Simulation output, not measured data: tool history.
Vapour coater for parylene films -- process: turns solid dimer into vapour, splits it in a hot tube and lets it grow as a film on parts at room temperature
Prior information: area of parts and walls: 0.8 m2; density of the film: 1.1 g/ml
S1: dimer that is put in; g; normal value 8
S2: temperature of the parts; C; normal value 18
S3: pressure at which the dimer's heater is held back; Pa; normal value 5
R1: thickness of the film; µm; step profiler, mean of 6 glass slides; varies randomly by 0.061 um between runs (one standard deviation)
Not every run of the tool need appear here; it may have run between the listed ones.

run   hour  S1  S2     S3     R1
  1      0   8  18      5   7.16
      14.5  -- trap's valve overhauled
  2   44.7   8  25      5   6.49
  3   87.1   8  25      5    6.4
  4  125.1   8  25   8.27   6.15
  5  160.2   8  25   8.27   6.08
  6  179.7  13  25   8.27  10.03
  7  226.4  13  25   8.27   9.81
  8  258.8  13  25   8.27   9.96
     298.6  -- trap's valve overhauled
  9  303.2  12  18  10.18   9.89
 10  339.7  10  14      5   9.67

Here are 5 independent what-if runs from the current tool condition. What would each one return?
  A  386.5  11  18     5   ?
  B  386.5  12  18     5   ?
  C  386.5  10  21  2.56   ?
  D  386.5   4  14  2.16   ?
  E  386.5   8  17     5   ?

run     R1
  A   9.99
  B  10.83
  C   9.11
  D   4.19
  E   7.34
The same runs, with their run-to-run variation unchanged, on a tool lacking any hidden condition would have given:
run     R1
  A  10.01
  B  10.86
  C   9.13
  D    4.2
  E   7.36
